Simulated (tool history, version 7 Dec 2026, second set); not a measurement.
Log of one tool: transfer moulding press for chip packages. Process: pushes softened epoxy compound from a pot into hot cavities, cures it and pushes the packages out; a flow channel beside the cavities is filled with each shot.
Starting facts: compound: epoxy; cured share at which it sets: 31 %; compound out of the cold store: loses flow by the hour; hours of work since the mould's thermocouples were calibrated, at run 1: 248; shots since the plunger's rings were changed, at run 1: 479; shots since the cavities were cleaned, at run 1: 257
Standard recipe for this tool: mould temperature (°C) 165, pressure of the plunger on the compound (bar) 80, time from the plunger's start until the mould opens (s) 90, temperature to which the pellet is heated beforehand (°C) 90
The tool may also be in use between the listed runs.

| run | hour | mould temperature (°C) | pressure of the plunger on the compound (bar) | time from the plunger's start until the mould opens (s) | temperature to which the pellet is heated beforehand (°C) | hours of work since the mould's thermocouples were calibrated | shots since the plunger's rings were changed | shots since the cavities were cleaned | incoming compound's hours out of the cold store | length that the compound runs in the flow channel (mm) | greatest force on the pins that push the packages out (N) |
|---|---|---|---|---|---|---|---|---|---|---|---|
| 1 | 0 | 165 | 80 | 90 | 90 | 248 | 479 | 257 | 45.5 | 706 | 284 |
| 2 | 16.7 | 165 | 76.4 | 90 | 90 | 259 | 672 | 450 | 31.9 | 745 | 302 |
| 3 | 24.5 | 165 | 76.4 | 90 | 90 | 264 | 762 | 540 | 46.2 | 688 | 286 |
| 4 | 40 | 165 | 76.4 | 90 | 90 | 274 | 941 | 719 | 18.9 | 799 | 295 |
| 5 | 48.8 | 165 | 76.4 | 90 | 90 | 279 | 1042 | 820 | 46.7 | 693 | 295 |
|  | 57.3 | cavities cleaned with cleaning compound and waxed |
| 6 | 61.9 | 165 | 80 | 90 | 90 | 287 | 1176 | 53 | 17.5 | 821 | 306 |
| 7 | 71.4 | 165 | 80 | 90 | 90 | 293 | 1287 | 164 | 40.7 | 728 | 295 |
| 8 | 82 | 165 | 80 | 90 | 89 | 299 | 1408 | 285 | 35.8 | 748 | 283 |
| 9 | 96.1 | 165 | 80 | 90 | 89 | 308 | 1572 | 449 | 14.3 | 837 | 297 |
| 10 | 107 | 168 | 80 | 90 | 95 | 315 | 1698 | 575 | 26.4 | 778 | 277 |
| 11 | 119.5 | 158 | 72.9 | 119 | 85 | 323 | 1842 | 719 | 10.2 | 830 | 294 |
| 12 | 130.4 | 158 | 74.7 | 119 | 85 | 330 | 1968 | 845 | 11.9 | 837 | 301 |
|  | 137.2 | cavities cleaned with cleaning compound and waxed |
| 13 | 139.7 | 170 | 83.5 | 90 | 89 | 335 | 2058 | 28 | 38 | 747 | 275 |
| 14 | 148.6 | 165 | 81.6 | 90 | 90 | 341 | 2160 | 130 | 10.6 | 860 | 310 |
| 15 | 164.4 | 170 | 84.7 | 96 | 100 | 351 | 2343 | 313 | 13.7 | 847 | 252 |
| 16 | 171.7 | 170 | 84.7 | 96 | 97 | 356 | 2427 | 397 | 44.1 | 734 | 257 |
| 17 | 180.5 | 170 | 84.7 | 96 | 97 | 361 | 2529 | 499 | 11.4 | 866 | 258 |
| 18 | 191.2 | 170 | 84.7 | 96 | 97 | 368 | 2653 | 623 | 10.2 | 870 | 248 |

Branching from run 18: 4 alternative next runs. What would each branch give?
|  | 195.8 | mould's thermocouples calibrated |
| A | 208.1 | 172 | 84.7 | 96 | 83 | 8 | 2825 | 795 | 8.3 | ? | ? |
|  | 195.8 | mould's thermocouples calibrated |
| B | 208.1 | 170 | 97.8 | 96 | 97 | 8 | 2825 | 795 | 25.7 | ? | ? |
|  | 195.8 | mould's thermocouples calibrated |
| C | 208.1 | 172 | 84.7 | 81 | 92 | 8 | 2825 | 795 | 32.4 | ? | ? |
|  | 195.8 | mould's thermocouples calibrated |
| D | 208.1 | 170 | 80 | 90 | 81 | 8 | 2825 | 795 | 41.9 | ? | ? |

| run | length that the compound runs in the flow channel (mm) | greatest force on the pins that push the packages out (N) |
|---|---|---|
| A | 877 | 251 |
| B | 854 | 252 |
| C | 764 | 260 |
| D | 713 | 262 |
The same runs, with their run-to-run variation unchanged, on a tool lacking any hidden condition would have given:
| run | length that the compound runs in the flow channel (mm) | greatest force on the pins that push the packages out (N) |
|---|---|---|
| A | 877 | 249 |
| B | 855 | 249 |
| C | 764 | 257 |
| D | 713 | 260 |

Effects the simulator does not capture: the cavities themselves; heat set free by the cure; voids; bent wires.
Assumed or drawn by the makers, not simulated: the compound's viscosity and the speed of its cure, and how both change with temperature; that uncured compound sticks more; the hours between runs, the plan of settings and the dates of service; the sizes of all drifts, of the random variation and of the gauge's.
